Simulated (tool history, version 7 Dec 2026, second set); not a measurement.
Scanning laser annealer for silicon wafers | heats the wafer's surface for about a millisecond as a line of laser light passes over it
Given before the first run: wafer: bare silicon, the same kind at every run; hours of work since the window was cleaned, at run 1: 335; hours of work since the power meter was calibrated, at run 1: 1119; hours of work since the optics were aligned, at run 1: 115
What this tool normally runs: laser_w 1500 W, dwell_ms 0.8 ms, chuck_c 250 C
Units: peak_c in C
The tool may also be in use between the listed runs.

run    hour  laser_w  dwell_ms  chuck_c  hours of work since the window was cleaned  hours of work since the power meter was calibrated  hours of work since the optics were aligned  peak_c
  1       0     1500       0.8      250                                         335                                                1119                                          115    1018
  2      31     1500       0.8      250                                         355                                                1139                                          135    1021
  3    58.2     1500       0.8      250                                         373                                                1157                                          153    1019
  4    83.9     1500       0.8      250                                         389                                                1174                                          170    1014
  5   113.8     1500       0.8      270                                         409                                                1193                                          189    1037
  6   148.7     1500       0.8      270                                         431                                                1216                                          212    1032
  7   176.2     1500       0.8      250                                         449                                                1233                                          229    1015
  8   217.5     1500       0.8      250                                         476                                                1260                                          256    1011
  9   235.7     1500       0.8      250                                         488                                                1272                                          268    1010
 10   262.3     1500       0.8      250                                         505                                                1289                                          285    1011
 11   304.1     1502       0.8      250                                         532                                                1316                                          312    1010
 12   333.1     1502       0.8      250                                         551                                                1335                                          331    1013
 13   365.3     1502       0.8      250                                         572                                                1356                                          352    1010
 14   405.5     1502       0.8      250                                         598                                                1382                                          378    1009
      426.7  -- window over the wafer cleaned
 15   431.5     1502       0.8      250                                           3                                                1397                                          393    1028
 16   461.9     1502       0.8      250                                          23                                                1417                                          413    1027
 17   499.6     1502       0.8      250                                          47                                                1442                                          437    1025
 18   531.2     1500       0.8      250                                          68                                                1462                                          458    1025
 19   555.6     1389       0.8      250                                          83                                                1478                                          474     970
 20   576.6     1500     0.717      250                                          97                                                1491                                          487     987
 21   604.8     1500     0.717      250                                         115                                                1510                                          506     986
 22   631.1     1318     0.843      231                                         132                                                1527                                          523     931
 23   667.6     1418     0.772      285                                         156                                                1550                                          546    1003
 24   692.2     1416     0.865      225                                         172                                                1566                                          562     981
 25   733.5     1416     0.865      225                                         199                                                1593                                          589     976
 26   772.2     1416     0.865      225                                         224                                                1618                                          614     976
 27     814     1416     0.865      225                                         251                                                1645                                          641     976
 28   844.9     1312     0.841      250                                         271                                                1665                                          661     938
 29   876.5     1312     0.841      250                                         291                                                1686                                          681     940
 30   906.2     1312     0.841      250                                         310                                                1705                                          701     940
 31   928.9     1312     0.841      250                                         325                                                1719                                          715     933
 32   956.9     1650       0.8      289                                         343                                                1738                                          734    1123
 33     989     1447     0.588      263                                         364                                                1758                                          754     903
 34    1030     1447     0.588      263                                         391                                                1785                                          781     903
 35  1060.7     1275     0.638      266                                         410                                                1805                                          801     853
     1076.5  -- optics aligned, line set to its width
 36  1087.1     1275     0.682      283                                         424                                                1819                                            7     900
 37  1107.9     1398      0.64      269                                         438                                                1832                                           20     920
 38  1127.7     1376       0.8      221                                         451                                                1845                                           33     929

Predict the results of run 39:
 39  1156.2     1376       0.8      221                                         469                                                1863                                           52       ?

{"run 39": {"peak_c": 928}}
Minus the tool's unlogged condition, the same run would have read peak_c 945 C.
